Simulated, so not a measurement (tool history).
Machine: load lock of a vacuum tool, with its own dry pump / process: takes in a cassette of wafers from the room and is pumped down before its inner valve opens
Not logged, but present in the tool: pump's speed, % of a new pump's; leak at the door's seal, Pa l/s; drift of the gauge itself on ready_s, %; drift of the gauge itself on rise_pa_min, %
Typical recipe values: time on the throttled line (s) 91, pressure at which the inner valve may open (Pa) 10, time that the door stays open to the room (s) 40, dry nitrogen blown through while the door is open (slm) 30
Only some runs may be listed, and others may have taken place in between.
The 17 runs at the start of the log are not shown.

run	hour	time on the throttled line (s)	pressure at which the inner valve may open (Pa)	time that the door stays open to the room (s)	dry nitrogen blown through while the door is open (slm)	hours that the pump has run since its overhaul	times that the door has closed on its seal	incoming humidity of the room's air, %	time from the closed door until the inner valve may open (s)	rise of the pressure with all valves shut (Pa/min)
18	4195.8	91	10	40	30	9405	37676	47.8	157	0.324
19	4394.7	91	10	86	30	9604	38505	45.9	161.2	0.339
20	4732.8	81	10	43	30	9942	39914	47.8	152.8	0.359
# hour 4948.2: door's seal changed, seat wiped
21	5025.5	81	10	43	30	10233	322	51	151.3	0.011
22	5210.7	81	10	43	30	10418	1094	43.1	150.7	0.013
23	5562.1	81	10	43	33	10769	2558	45.6	152.5	0.014
24	5806	177	10	230	4	11013	3574	48.1	227	0.077
25	6076.5	91	10	36	30	11284	4701	44.1	160.3	0.022
26	6408.8	137	16	40	30	11616	6086	42.1	189.3	0.027
27	6700.4	91	17	25	30	11908	7301	44	157.6	0.038

Expected results for the next run?
28	6986.9	91	17	29	30	12194	8495	44.3	?	?

{"run 28": {"time from the closed door until the inner valve may open (s)": 157.5, "rise of the pressure with all valves shut (Pa/min)": 0.048}}
Take away the tool's hidden state, keep the run-to-run variation as it was, and the same run would have given time from the closed door until the inner valve may open (s) 143.4, rise of the pressure with all valves shut (Pa/min) 0.014.

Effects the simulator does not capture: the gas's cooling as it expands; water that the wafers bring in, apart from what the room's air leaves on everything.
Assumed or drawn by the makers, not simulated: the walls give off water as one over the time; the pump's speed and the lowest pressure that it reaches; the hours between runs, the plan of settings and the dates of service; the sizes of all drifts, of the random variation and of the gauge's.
